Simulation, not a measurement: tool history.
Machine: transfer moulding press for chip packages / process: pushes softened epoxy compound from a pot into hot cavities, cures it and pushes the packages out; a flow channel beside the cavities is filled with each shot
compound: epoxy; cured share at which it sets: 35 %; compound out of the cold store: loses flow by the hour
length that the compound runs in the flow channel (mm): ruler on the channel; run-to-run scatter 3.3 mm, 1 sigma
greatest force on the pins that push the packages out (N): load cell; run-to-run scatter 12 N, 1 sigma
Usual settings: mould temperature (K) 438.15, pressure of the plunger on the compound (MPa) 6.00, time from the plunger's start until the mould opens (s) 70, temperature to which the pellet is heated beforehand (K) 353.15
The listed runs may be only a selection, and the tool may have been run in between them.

run   hour  mould temperature (K)  pressure of the plunger on the compound (MPa)  time from the plunger's start until the mould opens (s)  temperature to which the pellet is heated beforehand (K)  incoming compound's hours out of the cold store  length that the compound runs in the flow channel (mm)  greatest force on the pins that push the packages out (N)
  1    0.0                 438.15                                           6.00                                                       70                                                    353.15                                             29.8                                                     573                                                        520
  2   21.2                 438.15                                           6.00                                                       70                                                    353.15                                             40.1                                                     550                                                        511
  3   36.9                 438.15                                           6.00                                                       70                                                    353.15                                             29.7                                                     574                                                        526
  4   58.4                 438.15                                           6.00                                                       70                                                    353.15                                             45.8                                                     537                                                        491
  5   72.9                 438.15                                           6.00                                                       70                                                    360.15                                             43.2                                                     543                                                        477
  6   85.7                 438.15                                           6.65                                                       70                                                    353.15                                             47.3                                                     560                                                        480
  7   98.4                 438.15                                           4.84                                                       70                                                    353.15                                             34.3                                                     510                                                        512
  8  119.1                 438.15                                           4.84                                                       70                                                    353.15                                             23.3                                                     536                                                        533
  9  135.5                 438.15                                           4.84                                                       70                                                    353.15                                             17.9                                                     546                                                        543
 10  145.0                 438.15                                           4.84                                                       70                                                    353.15                                             18.9                                                     542                                                        557
 11  166.0                 438.15                                           4.84                                                       70                                                    353.15                                             11.4                                                     562                                                        582
 12  187.2                 438.15                                           6.00                                                       70                                                    353.15                                             20.5                                                     593                                                        555
 13  202.8                 438.15                                           6.00                                                       70                                                    363.15                                             18.4                                                     599                                                        512
 14  223.5                 438.15                                           6.00                                                       70                                                    363.15                                             28.4                                                     575                                                        503
 15  235.6                 438.15                                           5.29                                                       70                                                    354.15                                             33.5                                                     533                                                        529
 16  252.8                 445.15                                           4.97                                                       70                                                    353.15                                             41.9                                                     481                                                        327
 17  266.1                 440.15                                           4.97                                                       70                                                    344.15                                             25.8                                                     524                                                        501
 18  286.7                 440.15                                           4.97                                                       70                                                    344.15                                             41.1                                                     493                                                        452
 19  299.1                 438.15                                           5.41                                                       94                                                    357.15                                              9.3                                                     600                                                        320
 20  312.9                 438.15                                           5.41                                                       94                                                    357.15                                             17.6                                                     575                                                        304
 21  330.0                 438.15                                           5.41                                                       94                                                    357.15                                             30.7                                                     547                                                        301
 22  342.2                 438.15                                           5.41                                                       94                                                    357.15                                             40.8                                                     517                                                        306
 23  354.0                 438.15                                           6.00                                                      109                                                    353.15                                             41.1                                                     547                                                        283
 24  366.6                 433.15                                           4.70                                                       70                                                    353.15                                             30.4                                                     513                                                        798
 25  380.2                 436.15                                           4.84                                                       79                                                    347.15                                             46.4                                                     487                                                        433
 26  403.1                 436.15                                           4.84                                                       79                                                    347.15                                             28.5                                                     528                                                        463

Removed from this log: 15 entries logged between the listed runs. Between which two listed runs does each belong, and how does the tool's hidden state at the listed run before it compare with that at the listed run after it?
Runs 1 to 2: cavities cleaned with cleaning compound and waxed (hour 13.0)
  pressure that reaches the compound, % of what is set: 99.79 -> 99.77; grip of the stained cavities, % over clean ones': 0.8 -> 0.4
Runs 3 to 4: cavities cleaned with cleaning compound and waxed (hour 42.3)
  pressure that reaches the compound, % of what is set: 99.75 -> 99.73; grip of the stained cavities, % over clean ones': 1 -> 0.8
Runs 4 to 5: cavities cleaned with cleaning compound and waxed (hour 71.4)
  pressure that reaches the compound, % of what is set: 99.73 -> 99.72; grip of the stained cavities, % over clean ones': 0.8 -> 0.1
Runs 7 to 8: cavities cleaned with cleaning compound and waxed (hour 100.9); plunger's sealing rings changed (hour 116.0)
  pressure that reaches the compound, % of what is set: 99.7 -> 99.99; grip of the stained cavities, % over clean ones': 1.1 -> 0.7
Runs 8 to 9: cavities cleaned with cleaning compound and waxed (hour 133.7)
  pressure that reaches the compound, % of what is set: 99.99 -> 99.98; grip of the stained cavities, % over clean ones': 0.7 -> 0.1
Runs 10 to 11: cavities cleaned with cleaning compound and waxed (hour 163.8)
  pressure that reaches the compound, % of what is set: 99.97 -> 99.95; grip of the stained cavities, % over clean ones': 0.5 -> 0.1
Runs 12 to 13: cavities cleaned with cleaning compound and waxed (hour 193.1)
  pressure that reaches the compound, % of what is set: 99.93 -> 99.92; grip of the stained cavities, % over clean ones': 1 -> 0.5
Runs 13 to 14: cavities cleaned with cleaning compound and waxed (hour 222.7)
  pressure that reaches the compound, % of what is set: 99.92 -> 99.9; grip of the stained cavities, % over clean ones': 0.5 -> 0.1
Runs 15 to 16: cavities cleaned with cleaning compound and waxed (hour 252.4)
  pressure that reaches the compound, % of what is set: 99.89 -> 99.88; grip of the stained cavities, % over clean ones': 0.6 -> 0.1
Runs 17 to 18: cavities cleaned with cleaning compound and waxed (hour 283.2)
  pressure that reaches the compound, % of what is set: 99.86 -> 99.85; grip of the stained cavities, % over clean ones': 0.7 -> 0.2
Runs 19 to 20: cavities cleaned with cleaning compound and waxed (hour 312.9)
  pressure that reaches the compound, % of what is set: 99.83 -> 99.82; grip of the stained cavities, % over clean ones': 0.7 -> 0
Runs 21 to 22: cavities cleaned with cleaning compound and waxed (hour 341.7)
  pressure that reaches the compound, % of what is set: 99.81 -> 99.8; grip of the stained cavities, % over clean ones': 0.7 -> 0
Runs 24 to 25: cavities cleaned with cleaning compound and waxed (hour 371.2)
  pressure that reaches the compound, % of what is set: 99.77 -> 99.76; grip of the stained cavities, % over clean ones': 1 -> 0.4
Runs 25 to 26: cavities cleaned with cleaning compound and waxed (hour 401.3)
  pressure that reaches the compound, % of what is set: 99.76 -> 99.74; grip of the stained cavities, % over clean ones': 0.4 -> 0.1
